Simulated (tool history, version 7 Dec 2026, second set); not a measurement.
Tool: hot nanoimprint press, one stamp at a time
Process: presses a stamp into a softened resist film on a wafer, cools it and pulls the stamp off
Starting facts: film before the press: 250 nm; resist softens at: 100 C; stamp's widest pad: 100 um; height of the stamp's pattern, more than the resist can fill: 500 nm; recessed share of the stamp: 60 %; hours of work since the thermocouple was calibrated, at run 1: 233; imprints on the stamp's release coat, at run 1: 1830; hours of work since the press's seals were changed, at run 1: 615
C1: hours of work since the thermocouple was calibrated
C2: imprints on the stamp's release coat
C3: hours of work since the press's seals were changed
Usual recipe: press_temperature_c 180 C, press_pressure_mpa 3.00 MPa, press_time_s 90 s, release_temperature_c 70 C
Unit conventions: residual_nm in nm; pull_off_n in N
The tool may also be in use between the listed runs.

Run 1, hour 0.0: usual settings; C1 233; C2 1830; C3 615. Result: residual_nm 119.9 nm, pull_off_n 227 N.
Run 2, hour 69.4: usual settings; C1 283; C2 2110; C3 665. Result: residual_nm 119.6 nm, pull_off_n 232 N.
At hour 124.1: stamp cleaned and given a new release coat.
Run 3, hour 135.5: usual settings but release_temperature_c 78 C; C1 326; C2 46; C3 708. Result: residual_nm 119.6 nm, pull_off_n 115 N.
Run 4, hour 191.2: usual settings but release_temperature_c 78 C; C1 366; C2 271; C3 748. Result: residual_nm 118.8 nm, pull_off_n 124 N.
Run 5, hour 238.4: usual settings but release_temperature_c 78 C; C1 400; C2 462; C3 782. Result: residual_nm 119.1 nm, pull_off_n 129 N.
Run 6, hour 289.6: usual settings but press_temperature_c 191 C; C1 437; C2 669; C3 819. Result: residual_nm 75.7 nm, pull_off_n 165 N.
Run 7, hour 332.5: usual settings but press_temperature_c 191 C; C1 468; C2 842; C3 850. Result: residual_nm 75.5 nm, pull_off_n 186 N.
Run 8, hour 392.1: usual settings but release_temperature_c 74 C; C1 511; C2 1084; C3 892. Result: residual_nm 118.0 nm, pull_off_n 172 N.
At hour 455.6: plate thermocouple calibrated.
Run 9, hour 464.8: usual settings but release_temperature_c 74 C; C1 7; C2 1365; C3 943. Result: residual_nm 121.6 nm, pull_off_n 178 N.
Run 10, hour 497.0: usual settings but release_temperature_c 75 C; C1 30; C2 1496; C3 966. Result: residual_nm 121.6 nm, pull_off_n 177 N.
Run 11, hour 552.5: usual settings but press_temperature_c 181 C; C1 70; C2 1720; C3 1006. Result: residual_nm 116.7 nm, pull_off_n 215 N.
Run 12, hour 619.9: usual settings but press_temperature_c 181 C; C1 118; C2 1992; C3 1054. Result: residual_nm 116.4 nm, pull_off_n 237 N.
Run 13, hour 674.7: usual settings but press_temperature_c 181 C; C1 158; C2 2214; C3 1094. Result: residual_nm 116.1 nm, pull_off_n 250 N.
At hour 703.1: stamp cleaned and given a new release coat.
Run 14, hour 722.6: usual settings but press_pressure_mpa 2.70 MPa; C1 188; C2 78; C3 1124. Result: residual_nm 125.2 nm, pull_off_n 150 N.
Run 15, hour 777.1: usual settings but press_pressure_mpa 2.70 MPa; C1 227; C2 299; C3 1163. Result: residual_nm 125.1 nm, pull_off_n 151 N.
Run 16, hour 814.1: usual settings but press_pressure_mpa 2.84 MPa, press_time_s 151 s, release_temperature_c 77 C; C1 254; C2 448; C3 1190. Result: residual_nm 100.1 nm, pull_off_n 134 N.
Run 17, hour 855.0: usual settings but press_temperature_c 170 C, press_time_s 114 s; C1 283; C2 613; C3 1219. Result: residual_nm 161.9 nm, pull_off_n 163 N.
Run 18, hour 911.1: usual settings but press_pressure_mpa 4.47 MPa, press_time_s 118 s, release_temperature_c 71 C; C1 323; C2 840; C3 1259. Result: residual_nm 92.1 nm, pull_off_n 177 N.
Run 19, hour 941.8: usual settings but press_pressure_mpa 3.91 MPa, press_time_s 108 s, release_temperature_c 60 C; C1 345; C2 965; C3 1281. Result: residual_nm 100.8 nm, pull_off_n 227 N.
Run 20, hour 978.6: usual settings but press_temperature_c 172 C, press_pressure_mpa 3.68 MPa, press_time_s 108 s, release_temperature_c 60 C; C1 372; C2 1113; C3 1308. Result: residual_nm 143.1 nm, pull_off_n 243 N.
Run 21, hour 1024.1: usual settings but press_temperature_c 176 C, press_pressure_mpa 3.22 MPa, press_time_s 46 s, release_temperature_c 76 C; C1 405; C2 1297; C3 1341. Result: residual_nm 168.0 nm, pull_off_n 165 N.
At hour 1085.2: press's hydraulic seals changed and the load cell set to zero.
Run 22, hour 1088.2: usual settings but press_pressure_mpa 3.53 MPa, release_temperature_c 73 C; C1 445; C2 1524; C3 2. Result: residual_nm 108.6 nm, pull_off_n 190 N.
Run 23, hour 1126.8: usual settings but press_temperature_c 182 C, press_pressure_mpa 4.39 MPa, press_time_s 162 s, release_temperature_c 68 C; C1 473; C2 1680; C3 30. Result: residual_nm 69.8 nm, pull_off_n 222 N.
Run 24, hour 1163.4: usual settings but press_time_s 91 s; C1 499; C2 1828; C3 56. Result: residual_nm 115.5 nm, pull_off_n 223 N.
Run 25, hour 1223.5: usual settings but press_temperature_c 177 C, press_time_s 135 s, release_temperature_c 57 C; C1 542; C2 2071; C3 99. Result: residual_nm 112.0 nm, pull_off_n 324 N.
At hour 1245.0: plate thermocouple calibrated.
Run 26, hour 1281.0: usual settings but press_temperature_c 176 C, press_time_s 129 s; C1 26; C2 2291; C3 139. Result: residual_nm 124.0 nm, pull_off_n 248 N.
At hour 1291.9: stamp cleaned and given a new release coat.
Run 27, hour 1324.2: usual settings but press_temperature_c 190 C, press_pressure_mpa 3.08 MPa, press_time_s 55 s, release_temperature_c 74 C; C1 53; C2 131; C3 165. Result: residual_nm 97.8 nm, pull_off_n 141 N.
Run 28, hour 1392.7: usual settings but release_temperature_c 71 C; C1 102; C2 407; C3 215. Result: residual_nm 120.3 nm, pull_off_n 162 N.
Run 29, hour 1428.8: usual settings but press_temperature_c 186 C; C1 128; C2 553; C3 241. Result: residual_nm 93.9 nm, pull_off_n 169 N.
Run 30, hour 1493.1: usual settings but press_temperature_c 186 C, press_pressure_mpa 3.09 MPa, release_temperature_c 69 C; C1 174; C2 813; C3 287. Result: residual_nm 92.4 nm, pull_off_n 182 N.

Take each entry between the runs: how does the hidden state at the last listed run before it differ from the hidden state at the first listed run after it?
Run 2 -> run 3: stamp cleaned and given a new release coat (hour 124.1)
  true temperature over the reading, C: 0.65 -> 0.72; pressure that arrives at the usual setting, %: 97.39 -> 97.2; grip of the stamp's worn release coat, % over a new coat's: 61.5 -> 1.2
  the result without the hidden state subtracted from the measured one, residual_nm: -1.9 -> -2.1 nm; pull_off_n: +86 -> -1 N
Run 8 -> run 9: plate thermocouple calibrated (hour 455.6)
  true temperature over the reading, C: 1.04 -> 0.34; pressure that arrives at the usual setting, %: 96.32 -> 96.08; grip of the stamp's worn release coat, % over a new coat's: 30 -> 38.3
  the result without the hidden state subtracted from the measured one, residual_nm: -3.3 -> +0.2 nm; pull_off_n: +36 -> +48 N
Run 13 -> run 14: stamp cleaned and given a new release coat (hour 703.1)
  true temperature over the reading, C: 0.6 -> 0.65; pressure that arrives at the usual setting, %: 95.39 -> 95.24; grip of the stamp's worn release coat, % over a new coat's: 64.8 -> 2
  the result without the hidden state subtracted from the measured one, residual_nm: -0.6 -> -1.1 nm; pull_off_n: +96 -> +1 N
Run 21 -> run 22: press's hydraulic seals changed and the load cell set to zero (hour 1085.2)
  true temperature over the reading, C: 1.02 -> 1.08; pressure that arrives at the usual setting, %: 94.19 -> 100.32; grip of the stamp's worn release coat, % over a new coat's: 36.3 -> 43.1
  the result without the hidden state subtracted from the measured one, residual_nm: -2.2 -> -5.2 nm; pull_off_n: +41 -> +54 N
Run 25 -> run 26: plate thermocouple calibrated (hour 1245.0)
  true temperature over the reading, C: 1.26 -> 0.17; pressure that arrives at the usual setting, %: 99.82 -> 99.63; grip of the stamp's worn release coat, % over a new coat's: 60.2 -> 67.3
  the result without the hidden state subtracted from the measured one, residual_nm: -6.1 -> -0.8 nm; pull_off_n: +117 -> +100 N
Run 26 -> run 27: stamp cleaned and given a new release coat (hour 1291.9)
  true temperature over the reading, C: 0.17 -> 0.22; pressure that arrives at the usual setting, %: 99.63 -> 99.49; grip of the stamp's worn release coat, % over a new coat's: 67.3 -> 3.4
  the result without the hidden state subtracted from the measured one, residual_nm: -0.8 -> -0.7 nm; pull_off_n: +100 -> +4 N
